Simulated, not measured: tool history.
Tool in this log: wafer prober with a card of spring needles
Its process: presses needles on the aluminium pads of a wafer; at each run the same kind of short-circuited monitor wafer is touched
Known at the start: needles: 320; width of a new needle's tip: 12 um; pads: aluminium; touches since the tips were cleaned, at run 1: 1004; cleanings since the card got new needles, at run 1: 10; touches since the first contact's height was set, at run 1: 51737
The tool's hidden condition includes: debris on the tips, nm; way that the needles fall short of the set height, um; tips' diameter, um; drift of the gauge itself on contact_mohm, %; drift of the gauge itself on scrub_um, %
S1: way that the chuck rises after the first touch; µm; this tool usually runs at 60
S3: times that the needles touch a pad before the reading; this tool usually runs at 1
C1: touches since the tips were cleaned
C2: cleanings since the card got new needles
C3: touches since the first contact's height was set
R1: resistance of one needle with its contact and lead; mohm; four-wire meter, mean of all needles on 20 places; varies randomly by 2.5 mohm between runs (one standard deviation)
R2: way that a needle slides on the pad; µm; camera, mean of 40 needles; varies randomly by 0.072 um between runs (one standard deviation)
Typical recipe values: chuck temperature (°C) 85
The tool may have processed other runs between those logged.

{"run": 1, "hour": 0.0, "S1": 60, "chuck temperature (°C)": 85, "S3": 1, "C1": 1004, "C2": 10, "C3": 51737, "R1": 299, "R2": 10.46}
{"hour": 19.0, "done": "tips cleaned on abrasive film"}
{"run": 2, "hour": 35.8, "S1": 60, "chuck temperature (°C)": 85, "S3": 1, "C1": 3380, "C2": 11, "C3": 58931, "R1": 317, "R2": 10.46}
{"hour": 42.1, "done": "tips cleaned on abrasive film"}
{"run": 3, "hour": 54.7, "S1": 60, "chuck temperature (°C)": 74, "S3": 1, "C1": 2539, "C2": 12, "C3": 62713, "R1": 306, "R2": 10.46}
{"hour": 65.9, "done": "tips cleaned on abrasive film"}
{"run": 4, "hour": 77.3, "S1": 60, "chuck temperature (°C)": 85, "S3": 3, "C1": 2288, "C2": 13, "C3": 67237, "R1": 294, "R2": 10.35}
{"hour": 90.4, "done": "tips cleaned on abrasive film"}
{"hour": 112.7, "done": "tips cleaned on abrasive film"}
{"run": 5, "hour": 113.2, "S1": 60, "chuck temperature (°C)": 85, "S3": 2, "C1": 96, "C2": 15, "C3": 74427, "R1": 292, "R2": 10.43}
{"hour": 136.2, "done": "tips cleaned on abrasive film"}
{"run": 6, "hour": 143.8, "S1": 60, "chuck temperature (°C)": 57, "S3": 1, "C1": 1519, "C2": 16, "C3": 80567, "R1": 295, "R2": 10.47}
{"hour": 159.2, "done": "tips cleaned on abrasive film"}
{"run": 7, "hour": 176.6, "S1": 60, "chuck temperature (°C)": 85, "S3": 1, "C1": 3503, "C2": 17, "C3": 87161, "R1": 313, "R2": 10.38}
{"hour": 182.9, "done": "tips cleaned on abrasive film"}
{"run": 8, "hour": 204.2, "S1": 60, "chuck temperature (°C)": 85, "S3": 2, "C1": 4282, "C2": 18, "C3": 92696, "R1": 311, "R2": 10.27}
{"hour": 206.9, "done": "tips cleaned on abrasive film"}
{"hour": 230.5, "done": "tips cleaned on abrasive film"}
{"run": 9, "hour": 232.8, "S1": 60, "chuck temperature (°C)": 85, "S3": 2, "C1": 463, "C2": 20, "C3": 98420, "R1": 295, "R2": 10.11}
{"run": 10, "hour": 252.3, "S1": 60, "chuck temperature (°C)": 85, "S3": 1, "C1": 4390, "C2": 20, "C3": 102347, "R1": 314, "R2": 10.26}
{"hour": 255.7, "done": "tips cleaned on abrasive film"}
{"run": 11, "hour": 268.1, "S1": 60, "chuck temperature (°C)": 85, "S3": 1, "C1": 2491, "C2": 21, "C3": 105507, "R1": 307, "R2": 10.15}
{"hour": 278.7, "done": "tips cleaned on abrasive film"}
{"run": 12, "hour": 286.3, "S1": 60, "chuck temperature (°C)": 85, "S3": 1, "C1": 1524, "C2": 22, "C3": 109150, "R1": 304, "R2": 10.1}
{"hour": 301.9, "done": "tips cleaned on abrasive film"}
{"run": 13, "hour": 314.9, "S1": 69, "chuck temperature (°C)": 85, "S3": 2, "C1": 2633, "C2": 23, "C3": 114901, "R1": 297, "R2": 11.84}

Predict the results of run 14:
{"hour": 324.6, "done": "tips cleaned on abrasive film"}
{"run": 14, "hour": 337.2, "S1": 69, "chuck temperature (°C)": 85, "S3": 2, "C1": 2531, "C2": 24, "C3": 119357, "R1": "?", "R2": "?"}

R1: 298 mohm
R2: 11.68 µm
With the hidden condition absent and the run-to-run variation left alone, this run would have shown R1 288 mohm, R2 12.17 µm.
